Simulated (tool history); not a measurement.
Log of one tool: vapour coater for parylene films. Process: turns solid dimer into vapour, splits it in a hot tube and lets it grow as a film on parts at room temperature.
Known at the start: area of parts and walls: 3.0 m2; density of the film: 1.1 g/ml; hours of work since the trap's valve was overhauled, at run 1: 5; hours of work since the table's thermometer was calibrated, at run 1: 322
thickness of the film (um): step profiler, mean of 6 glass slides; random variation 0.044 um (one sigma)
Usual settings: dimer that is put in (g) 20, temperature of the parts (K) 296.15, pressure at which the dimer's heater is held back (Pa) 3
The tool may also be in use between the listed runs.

run	hour	dimer that is put in (g)	temperature of the parts (K)	pressure at which the dimer's heater is held back (Pa)	hours of work since the trap's valve was overhauled	hours of work since the table's thermometer was calibrated	thickness of the film (um)
1	0	20	296.15	3	5	322	4.86
2	14.8	20	296.15	8.42	14	330	4.54
3	29	20	296.15	8.42	23	339	4.56
4	37.2	20	296.15	8.42	28	344	4.55
5	45.5	20	296.15	4	33	349	4.61
6	53.5	20	306.15	3	37	354	3.06
7	63.7	20	306.15	3	44	360	3.14
8	76.5	20	306.15	3	51	368	3.07
9	90	20	306.15	3	60	376	3.1
10	102.9	20	306.15	3	67	384	3.04
11	113.1	20	306.15	3	74	390	3.02
12	123.3	19	297.15	3	80	396	4.24
13	137.6	20	306.15	3	89	405	3.01
14	146.7	18	296.15	4.67	94	411	4.09
15	160.3	21	302.15	6.68	102	419	3.6
16	170.3	8	290.15	6.68	108	425	2.25

The same runs without the tool's hidden state, with the same run-to-run variation:
The hidden state here: vapour lost through the trap's worn valve, %; true temperature of the parts over the reading, C; drift of the gauge itself on film_um, %.
run	thickness of the film (um)
1	4.85
2	4.55
3	4.6
4	4.59
5	4.67
6	3.11
7	3.2
8	3.14
9	3.18
10	3.13
11	3.12
12	4.39
13	3.13
14	4.28
15	3.78
16	2.38
